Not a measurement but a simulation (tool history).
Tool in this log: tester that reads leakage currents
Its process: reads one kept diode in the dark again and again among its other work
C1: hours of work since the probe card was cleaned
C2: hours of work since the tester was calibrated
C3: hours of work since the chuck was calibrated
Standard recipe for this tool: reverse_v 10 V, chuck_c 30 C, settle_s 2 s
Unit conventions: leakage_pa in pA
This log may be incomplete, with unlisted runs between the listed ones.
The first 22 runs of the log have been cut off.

{"run": 23, "hour": 621.4, "reverse_v": 4.8, "chuck_c": 32, "settle_s": 2.13, "C1": 2276, "C2": 1317, "C3": 883, "leakage_pa": 80.12}
{"run": 24, "hour": 647.2, "reverse_v": 6.3, "chuck_c": 30, "settle_s": 2, "C1": 2294, "C2": 1334, "C3": 901, "leakage_pa": 77.39}
{"run": 25, "hour": 674.4, "reverse_v": 1.4, "chuck_c": 30, "settle_s": 2, "C1": 2312, "C2": 1352, "C3": 919, "leakage_pa": 35.18}
{"run": 26, "hour": 692.0, "reverse_v": 6.6, "chuck_c": 52, "settle_s": 2, "C1": 2324, "C2": 1364, "C3": 931, "leakage_pa": 523.21}
{"run": 27, "hour": 717.2, "reverse_v": 10, "chuck_c": 30, "settle_s": 9.63, "C1": 2340, "C2": 1381, "C3": 947, "leakage_pa": 97.57}
{"run": 28, "hour": 738.1, "reverse_v": 5.6, "chuck_c": 41, "settle_s": 9.63, "C1": 2354, "C2": 1395, "C3": 961, "leakage_pa": 192.28}
{"run": 29, "hour": 757.7, "reverse_v": 4.7, "chuck_c": 35, "settle_s": 3.01, "C1": 2367, "C2": 1408, "C3": 975, "leakage_pa": 103.89}
{"run": 30, "hour": 772.7, "reverse_v": 4.7, "chuck_c": 35, "settle_s": 3.01, "C1": 2377, "C2": 1418, "C3": 985, "leakage_pa": 103.55}
{"run": 31, "hour": 803.4, "reverse_v": 2, "chuck_c": 31, "settle_s": 4.79, "C1": 2398, "C2": 1438, "C3": 1005, "leakage_pa": 46.04}
{"run": 32, "hour": 839.6, "reverse_v": 18.3, "chuck_c": 31, "settle_s": 6.83, "C1": 2422, "C2": 1462, "C3": 1029, "leakage_pa": 147.21}

Branching from run 32: 4 alternative next runs. What would each branch give?
{"run": "A", "hour": 865.7, "reverse_v": 10, "chuck_c": 30, "settle_s": 5.47, "C1": 2439, "C2": 1480, "C3": 1047, "leakage_pa": "?"}
{"run": "B", "hour": 865.7, "reverse_v": 1.7, "chuck_c": 36, "settle_s": 2, "C1": 2439, "C2": 1480, "C3": 1047, "leakage_pa": "?"}
{"run": "C", "hour": 865.7, "reverse_v": 10, "chuck_c": 29, "settle_s": 2, "C1": 2439, "C2": 1480, "C3": 1047, "leakage_pa": "?"}
{"run": "D", "hour": 865.7, "reverse_v": 10, "chuck_c": 30, "settle_s": 0.84, "C1": 2439, "C2": 1480, "C3": 1047, "leakage_pa": "?"}

run=A leakage_pa=97.88
run=B leakage_pa=66.13
run=C leakage_pa=90.62
run=D leakage_pa=101.41
Had the tool no hidden state, the same runs would have come out as:
run=A leakage_pa=97.8
run=B leakage_pa=66.11
run=C leakage_pa=90.55
run=D leakage_pa=101.34
